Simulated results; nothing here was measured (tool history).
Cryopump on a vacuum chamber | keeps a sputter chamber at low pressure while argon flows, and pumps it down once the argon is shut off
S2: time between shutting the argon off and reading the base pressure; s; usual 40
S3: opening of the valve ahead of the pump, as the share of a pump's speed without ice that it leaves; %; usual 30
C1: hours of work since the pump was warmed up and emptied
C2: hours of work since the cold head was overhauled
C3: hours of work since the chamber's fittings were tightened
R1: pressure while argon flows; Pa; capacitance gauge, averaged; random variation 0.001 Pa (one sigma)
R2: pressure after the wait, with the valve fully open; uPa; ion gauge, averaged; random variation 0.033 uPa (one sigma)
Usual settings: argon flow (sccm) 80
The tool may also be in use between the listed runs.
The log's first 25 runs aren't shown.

{"run": 26, "hour": 1601.1, "argon flow (sccm)": 63, "S2": 40, "S3": 50, "C1": 840, "C2": 2775, "C3": 2138, "R1": 0.1329, "R2": 2.59}
{"run": 27, "hour": 1678.5, "argon flow (sccm)": 63, "S2": 40, "S3": 50, "C1": 884, "C2": 2819, "C3": 2183, "R1": 0.1336, "R2": 2.65}
{"run": 28, "hour": 1725.6, "argon flow (sccm)": 80, "S2": 25, "S3": 18, "C1": 912, "C2": 2847, "C3": 2210, "R1": 0.4154, "R2": 3.63}
{"hour": 1741.7, "done": "pump warmed up, emptied and cooled again"}
{"run": 29, "hour": 1782.5, "argon flow (sccm)": 34, "S2": 72, "S3": 30, "C1": 24, "C2": 2877, "C3": 2240, "R1": 0.0978, "R2": 1.63}
{"run": 30, "hour": 1862.1, "argon flow (sccm)": 34, "S2": 72, "S3": 55, "C1": 70, "C2": 2922, "C3": 2286, "R1": 0.0553, "R2": 1.71}
{"run": 31, "hour": 1908.8, "argon flow (sccm)": 34, "S2": 72, "S3": 39, "C1": 96, "C2": 2949, "C3": 2313, "R1": 0.0778, "R2": 1.64}
{"run": 32, "hour": 1968.3, "argon flow (sccm)": 80, "S2": 40, "S3": 30, "C1": 131, "C2": 2984, "C3": 2347, "R1": 0.2345, "R2": 2.43}
{"run": 33, "hour": 2048.7, "argon flow (sccm)": 49, "S2": 32, "S3": 30, "C1": 177, "C2": 3030, "C3": 2393, "R1": 0.1466, "R2": 2.91}

Forecast each of these 5 alternatives for the next run:
{"run": "A", "hour": 2111.5, "argon flow (sccm)": 96, "S2": 40, "S3": 30, "C1": 213, "C2": 3066, "C3": 2430, "R1": "?", "R2": "?"}
{"run": "B", "hour": 2111.5, "argon flow (sccm)": 102, "S2": 32, "S3": 30, "C1": 213, "C2": 3066, "C3": 2430, "R1": "?", "R2": "?"}
{"run": "C", "hour": 2111.5, "argon flow (sccm)": 49, "S2": 32, "S3": 35, "C1": 213, "C2": 3066, "C3": 2430, "R1": "?", "R2": "?"}
{"run": "D", "hour": 2111.5, "argon flow (sccm)": 124, "S2": 215, "S3": 39, "C1": 213, "C2": 3066, "C3": 2430, "R1": "?", "R2": "?"}
{"run": "E", "hour": 2111.5, "argon flow (sccm)": 109, "S2": 191, "S3": 48, "C1": 213, "C2": 3066, "C3": 2430, "R1": "?", "R2": "?"}

run=A R1=0.2883 R2=2.49
run=B R1=0.3038 R2=2.91
run=C R1=0.1261 R2=2.78
run=D R1=0.2861 R2=1.17
run=E R1=0.2072 R2=1.19
Without the tool's hidden state the same runs would have given:
run=A R1=0.2777 R2=1.79
run=B R1=0.2926 R2=2.2
run=C R1=0.1207 R2=2.09
run=D R1=0.2726 R2=0.46
run=E R1=0.1953 R2=0.49

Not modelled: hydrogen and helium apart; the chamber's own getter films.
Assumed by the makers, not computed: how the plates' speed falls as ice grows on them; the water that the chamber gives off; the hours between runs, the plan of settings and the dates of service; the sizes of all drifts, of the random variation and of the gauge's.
